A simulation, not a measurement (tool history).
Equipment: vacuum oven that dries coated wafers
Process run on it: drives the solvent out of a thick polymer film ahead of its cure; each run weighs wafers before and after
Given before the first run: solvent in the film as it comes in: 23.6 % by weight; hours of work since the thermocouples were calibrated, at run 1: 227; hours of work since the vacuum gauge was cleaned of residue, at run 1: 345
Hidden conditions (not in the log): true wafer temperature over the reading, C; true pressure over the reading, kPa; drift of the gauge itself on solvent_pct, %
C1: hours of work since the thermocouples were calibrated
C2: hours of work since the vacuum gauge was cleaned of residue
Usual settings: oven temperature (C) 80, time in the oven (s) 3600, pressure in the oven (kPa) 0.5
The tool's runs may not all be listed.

Run 1, day 0: usual settings; C1 227; C2 345. Result: solvent left in the film (%) 5.23.
Run 2, day 0.542: usual settings; C1 232; C2 351. Result: solvent left in the film (%) 5.3.
Run 3, day 0.833: usual settings but oven temperature (C) 69; C1 235; C2 354. Result: solvent left in the film (%) 10.22.
Run 4, day 1.188: usual settings but oven temperature (C) 71; C1 239; C2 357. Result: solvent left in the film (%) 9.08.
Run 5, day 1.617: usual settings but oven temperature (C) 71; C1 243; C2 361. Result: solvent left in the film (%) 9.36.
Run 6, day 2.183: usual settings but oven temperature (C) 90; C1 248; C2 367. Result: solvent left in the film (%) 1.86.
Run 7, day 2.804: usual settings but oven temperature (C) 90; C1 255; C2 373. Result: solvent left in the film (%) 1.99.
Run 8, day 3.338: usual settings but oven temperature (C) 90; C1 260; C2 378. Result: solvent left in the film (%) 1.93.
Run 9, day 3.838: usual settings but oven temperature (C) 90; C1 265; C2 383. Result: solvent left in the film (%) 2.02.
Run 10, day 4.162: usual settings but oven temperature (C) 90; C1 268; C2 387. Result: solvent left in the film (%) 1.94.
Run 11, day 4.533: usual settings; C1 272; C2 390. Result: solvent left in the film (%) 5.3.
Run 12, day 4.992: usual settings; C1 276; C2 395. Result: solvent left in the film (%) 5.34.
Run 13, day 5.583: usual settings but pressure in the oven (kPa) 1.009; C1 282; C2 401. Result: solvent left in the film (%) 5.78.
Run 14, day 5.962: usual settings but time in the oven (s) 4980, pressure in the oven (kPa) 0.25; C1 286; C2 404. Result: solvent left in the film (%) 3.17.
Run 15, day 6.271: usual settings but time in the oven (s) 4980, pressure in the oven (kPa) 0.25; C1 289; C2 407. Result: solvent left in the film (%) 3.2.
Run 16, day 6.792: usual settings but oven temperature (C) 91, time in the oven (s) 3180, pressure in the oven (kPa) 0.435; C1 294; C2 412. Result: solvent left in the film (%) 2.14.
Run 17, day 7.425: usual settings but oven temperature (C) 68, time in the oven (s) 3180, pressure in the oven (kPa) 1.104; C1 300; C2 419. Result: solvent left in the film (%) 12.21.
Run 18, day 7.821: usual settings but time in the oven (s) 3420, pressure in the oven (kPa) 1.262; C1 304; C2 423. Result: solvent left in the film (%) 6.06.
Run 19, day 8.117: usual settings but time in the oven (s) 3420, pressure in the oven (kPa) 1.262; C1 307; C2 426. Result: solvent left in the film (%) 6.32.
Run 20, day 8.425: usual settings but time in the oven (s) 5040, pressure in the oven (kPa) 1.1; C1 310; C2 429. Result: solvent left in the film (%) 3.8.
Run 21, day 8.779: usual settings but time in the oven (s) 5040, pressure in the oven (kPa) 1.1; C1 313; C2 432. Result: solvent left in the film (%) 3.78.
Run 22, day 9.233: usual settings but oven temperature (C) 87, time in the oven (s) 5040, pressure in the oven (kPa) 0.495; C1 318; C2 437. Result: solvent left in the film (%) 1.55.
Run 23, day 9.654: usual settings but oven temperature (C) 87, time in the oven (s) 5040, pressure in the oven (kPa) 0.495; C1 322; C2 441. Result: solvent left in the film (%) 1.55.
Run 24, day 10.208: usual settings but oven temperature (C) 70, time in the oven (s) 5040, pressure in the oven (kPa) 0.495; C1 328; C2 446. Result: solvent left in the film (%) 7.54.
Run 25, day 10.8: usual settings but oven temperature (C) 70, time in the oven (s) 5040, pressure in the oven (kPa) 0.495; C1 333; C2 452. Result: solvent left in the film (%) 7.63.
Run 26, day 11.212: usual settings but oven temperature (C) 71, time in the oven (s) 6000, pressure in the oven (kPa) 0.307; C1 337; C2 456. Result: solvent left in the film (%) 5.76.

Here are 5 independent what-if runs from the current tool condition. What would each one return?
Run A, day 11.508: usual settings but time in the oven (s) 5940; C1 340; C2 459. Result: solvent left in the film (%) ?.
Run B, day 11.508: usual settings but oven temperature (C) 88, time in the oven (s) 4860, pressure in the oven (kPa) 1.612; C1 340; C2 459. Result: solvent left in the film (%) ?.
Run C, day 11.508: usual settings but oven temperature (C) 71, time in the oven (s) 2340, pressure in the oven (kPa) 0.307; C1 340; C2 459. Result: solvent left in the film (%) ?.
Run D, day 11.508: usual settings but time in the oven (s) 6000, pressure in the oven (kPa) 0.77; C1 340; C2 459. Result: solvent left in the film (%) ?.
Run E, day 11.508: usual settings but oven temperature (C) 68, time in the oven (s) 4500, pressure in the oven (kPa) 0.307; C1 340; C2 459. Result: solvent left in the film (%) ?.

run  solvent left in the film (%)
  A                          2.65
  B                          2.27
  C                         11.94
  D                          2.75
  E                          9.24
With the hidden condition removed and each run's random variation left untouched, the same runs would have given:
run  solvent left in the film (%)
  A                          2.38
  B                          2.08
  C                          11.7
  D                          2.49
  E                          8.91
